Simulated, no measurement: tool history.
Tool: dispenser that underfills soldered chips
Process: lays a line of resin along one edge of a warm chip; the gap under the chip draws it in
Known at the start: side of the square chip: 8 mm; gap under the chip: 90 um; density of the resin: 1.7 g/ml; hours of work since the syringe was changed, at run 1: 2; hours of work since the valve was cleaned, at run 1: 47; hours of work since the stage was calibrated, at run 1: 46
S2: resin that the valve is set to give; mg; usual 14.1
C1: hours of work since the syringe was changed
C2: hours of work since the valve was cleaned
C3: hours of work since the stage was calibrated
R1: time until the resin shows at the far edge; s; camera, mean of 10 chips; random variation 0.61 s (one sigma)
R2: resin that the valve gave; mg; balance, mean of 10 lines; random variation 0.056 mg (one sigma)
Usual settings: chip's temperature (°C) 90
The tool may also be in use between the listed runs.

{"run": 1, "hour": 0.0, "chip's temperature (°C)": 90, "S2": 14.1, "C1": 2, "C2": 47, "C3": 46, "R1": 57.5, "R2": 13.63}
{"run": 2, "hour": 5.5, "chip's temperature (°C)": 90, "S2": 14.1, "C1": 6, "C2": 51, "C3": 50, "R1": 64.3, "R2": 13.73}
{"hour": 7.5, "done": "new syringe of resin"}
{"hour": 11.0, "done": "dispensing valve cleaned and set on the balance"}
{"run": 3, "hour": 11.6, "chip's temperature (°C)": 90, "S2": 14.1, "C1": 2, "C2": 0, "C3": 53, "R1": 55.4, "R2": 14.05}
{"hour": 18.9, "done": "new syringe of resin"}
{"run": 4, "hour": 21.0, "chip's temperature (°C)": 90, "S2": 14.1, "C1": 1, "C2": 7, "C3": 60, "R1": 55.6, "R2": 14.04}
{"run": 5, "hour": 26.6, "chip's temperature (°C)": 90, "S2": 14.1, "C1": 5, "C2": 11, "C3": 64, "R1": 63, "R2": 14.06}
{"hour": 29.3, "done": "new syringe of resin"}
{"run": 6, "hour": 33.4, "chip's temperature (°C)": 90, "S2": 13.4, "C1": 3, "C2": 15, "C3": 68, "R1": 57.4, "R2": 13.17}
{"hour": 39.5, "done": "new syringe of resin"}
{"run": 7, "hour": 42.0, "chip's temperature (°C)": 90, "S2": 14.1, "C1": 2, "C2": 21, "C3": 74, "R1": 56.7, "R2": 13.91}
{"run": 8, "hour": 46.6, "chip's temperature (°C)": 90, "S2": 14.1, "C1": 5, "C2": 25, "C3": 78, "R1": 62.8, "R2": 13.9}
{"hour": 49.8, "done": "new syringe of resin"}
{"run": 9, "hour": 55.1, "chip's temperature (°C)": 90, "S2": 14.1, "C1": 4, "C2": 30, "C3": 83, "R1": 59.7, "R2": 13.74}
{"hour": 60.4, "done": "new syringe of resin"}
{"run": 10, "hour": 63.1, "chip's temperature (°C)": 90, "S2": 14.1, "C1": 2, "C2": 36, "C3": 89, "R1": 57.5, "R2": 13.81}
{"run": 11, "hour": 69.5, "chip's temperature (°C)": 90, "S2": 14.1, "C1": 6, "C2": 40, "C3": 93, "R1": 66.6, "R2": 13.68}
{"hour": 70.4, "done": "new syringe of resin"}
{"run": 12, "hour": 76.9, "chip's temperature (°C)": 90, "S2": 14.1, "C1": 5, "C2": 45, "C3": 98, "R1": 63.5, "R2": 13.79}
{"hour": 80.7, "done": "new syringe of resin"}
{"run": 13, "hour": 84.0, "chip's temperature (°C)": 90, "S2": 14.1, "C1": 2, "C2": 50, "C3": 103, "R1": 56.8, "R2": 13.64}
{"hour": 90.8, "done": "dispensing valve cleaned and set on the balance"}
{"hour": 92.0, "done": "new syringe of resin"}
{"run": 14, "hour": 93.1, "chip's temperature (°C)": 90, "S2": 17.7, "C1": 1, "C2": 1, "C3": 109, "R1": 51.9, "R2": 17.76}
{"run": 15, "hour": 98.1, "chip's temperature (°C)": 90, "S2": 17.7, "C1": 4, "C2": 5, "C3": 112, "R1": 58.2, "R2": 17.6}
{"hour": 102.5, "done": "new syringe of resin"}
{"run": 16, "hour": 102.8, "chip's temperature (°C)": 90, "S2": 17.7, "C1": 0, "C2": 8, "C3": 115, "R1": 50.9, "R2": 17.64}
{"run": 17, "hour": 109.3, "chip's temperature (°C)": 90, "S2": 17.7, "C1": 5, "C2": 13, "C3": 120, "R1": 60.2, "R2": 17.47}
{"hour": 112.6, "done": "new syringe of resin"}
{"run": 18, "hour": 118.4, "chip's temperature (°C)": 90, "S2": 14.5, "C1": 4, "C2": 19, "C3": 126, "R1": 61.8, "R2": 14.29}
{"hour": 122.9, "done": "new syringe of resin"}
{"run": 19, "hour": 126.5, "chip's temperature (°C)": 92, "S2": 14.5, "C1": 3, "C2": 24, "C3": 132, "R1": 54.5, "R2": 14.27}
{"run": 20, "hour": 131.9, "chip's temperature (°C)": 91, "S2": 14.7, "C1": 6, "C2": 28, "C3": 135, "R1": 64.8, "R2": 14.41}
{"hour": 133.1, "done": "new syringe of resin"}
{"run": 21, "hour": 138.2, "chip's temperature (°C)": 83, "S2": 13.8, "C1": 4, "C2": 32, "C3": 140, "R1": 79.9, "R2": 13.47}

The next listed run, before its measurement:
{"hour": 143.1, "done": "new syringe of resin"}
{"run": 22, "hour": 147.7, "chip's temperature (°C)": 77, "S2": 17.8, "C1": 3, "C2": 39, "C3": 146, "R1": "?", "R2": "?"}

{"run 22": {"R1": 98.2, "R2": 17.34}}
Without the tool's hidden state the same run would have given R1 90.1 s, R2 17.84 mg.

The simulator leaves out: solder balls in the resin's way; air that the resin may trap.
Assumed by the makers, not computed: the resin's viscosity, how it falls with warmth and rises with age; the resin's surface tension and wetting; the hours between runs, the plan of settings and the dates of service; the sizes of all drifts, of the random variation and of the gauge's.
